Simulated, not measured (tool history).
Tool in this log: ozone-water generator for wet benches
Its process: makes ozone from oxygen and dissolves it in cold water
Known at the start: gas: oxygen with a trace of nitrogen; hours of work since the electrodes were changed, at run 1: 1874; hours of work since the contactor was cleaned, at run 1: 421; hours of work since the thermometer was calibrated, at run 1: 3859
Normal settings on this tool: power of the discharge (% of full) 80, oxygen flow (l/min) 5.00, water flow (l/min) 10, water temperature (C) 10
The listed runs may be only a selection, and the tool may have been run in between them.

| run | hour | power of the discharge (% of full) | oxygen flow (l/min) | water flow (l/min) | water temperature (C) | hours of work since the electrodes were changed | hours of work since the contactor was cleaned | hours of work since the thermometer was calibrated | dissolved ozone (ppm) | ozone in the gas ahead of the water (g/m3) |
|---|---|---|---|---|---|---|---|---|---|---|
| 1 | 0.0 | 80 | 5.00 | 10 | 10 | 1874 | 421 | 3859 | 32.1 | 214.5 |
| 2 | 89.7 | 80 | 5.00 | 10 | 10 | 1961 | 508 | 3946 | 31.8 | 214.6 |
| 3 | 199.0 | 80 | 5.00 | 10 | 10 | 2068 | 614 | 4053 | 31.9 | 212.9 |
| 4 | 333.5 | 80 | 5.00 | 10 | 10 | 2198 | 745 | 4183 | 31.9 | 214.7 |
| 5 | 467.1 | 80 | 5.00 | 10 | 10 | 2328 | 875 | 4313 | 31.7 | 213.2 |
| 6 | 573.3 | 80 | 5.00 | 10 | 5 | 2432 | 978 | 4416 | 34.8 | 214.9 |
| 7 | 688.9 | 80 | 5.00 | 10 | 5 | 2544 | 1091 | 4529 | 35.0 | 213.2 |
| 8 | 775.7 | 80 | 5.00 | 16 | 10 | 2628 | 1175 | 4613 | 22.9 | 214.9 |
|  | 882.2 | water thermometer calibrated |
| 9 | 969.1 | 80 | 5.00 | 16 | 10 | 2816 | 1363 | 85 | 22.5 | 212.4 |
| 10 | 1142.0 | 80 | 5.00 | 16 | 10 | 2984 | 1531 | 253 | 22.8 | 213.7 |
| 11 | 1297.8 | 80 | 5.00 | 10 | 10 | 3136 | 1682 | 404 | 31.6 | 212.8 |
|  | 1390.5 | contactor cleaned |
| 12 | 1422.6 | 80 | 5.00 | 10 | 10 | 3253 | 31 | 522 | 31.9 | 211.0 |
| 13 | 1605.0 | 80 | 5.00 | 10 | 10 | 3431 | 209 | 699 | 31.9 | 211.7 |
| 14 | 1737.1 | 80 | 5.00 | 10 | 10 | 3559 | 337 | 828 | 31.4 | 210.2 |
| 15 | 1817.7 | 80 | 5.00 | 10 | 10 | 3637 | 415 | 906 | 32.1 | 210.4 |
| 16 | 1943.9 | 80 | 5.00 | 10 | 10 | 3760 | 538 | 1029 | 31.7 | 212.3 |
| 17 | 2135.8 | 83 | 3.94 | 12 | 7 | 3947 | 725 | 1215 | 30.4 | 248.8 |
| 18 | 2284.0 | 83 | 3.94 | 12 | 7 | 4091 | 869 | 1359 | 30.4 | 248.6 |
| 19 | 2407.3 | 83 | 3.94 | 12 | 7 | 4211 | 989 | 1479 | 30.4 | 249.0 |
| 20 | 2516.6 | 83 | 3.94 | 8 | 10 | 4317 | 1095 | 1586 | 38.4 | 249.9 |
| 21 | 2605.1 | 75 | 5.00 | 10 | 5 | 4403 | 1181 | 1672 | 33.9 | 204.6 |
| 22 | 2782.6 | 80 | 5.41 | 10 | 7 | 4576 | 1354 | 1844 | 33.4 | 200.6 |
| 23 | 2885.5 | 80 | 5.41 | 10 | 7 | 4676 | 1454 | 1944 | 32.9 | 201.8 |
| 24 | 3048.3 | 49 | 5.41 | 13 | 5 | 4834 | 1612 | 2103 | 22.3 | 156.4 |
|  | 3212.8 | contactor cleaned |
| 25 | 3223.9 | 49 | 4.76 | 7 | 7 | 5001 | 11 | 2270 | 32.7 | 169.0 |
| 26 | 3401.1 | 61 | 4.76 | 6 | 7 | 5173 | 183 | 2442 | 40.0 | 187.5 |
| 27 | 3516.4 | 61 | 4.76 | 6 | 7 | 5285 | 295 | 2554 | 40.8 | 189.2 |
| 28 | 3689.2 | 61 | 4.76 | 6 | 7 | 5453 | 463 | 2722 | 40.3 | 188.4 |
| 29 | 3881.3 | 58 | 4.76 | 12 | 7 | 5640 | 650 | 2909 | 25.0 | 182.5 |

Run 30 is up next; what results do you expect?
|  | 4012.3 | electrodes of the discharge changed |
| 30 | 4063.4 | 47 | 6.78 | 16 | 5 | 50 | 821 | 3080 | ? | ? |

dissolved ozone (ppm): 18.4
ozone in the gas ahead of the water (g/m3): 132.9
Were there no unlogged condition in the tool, this run, its random variation unchanged, would have produced dissolved ozone (ppm) 18.5, ozone in the gas ahead of the water (g/m3) 136.0.
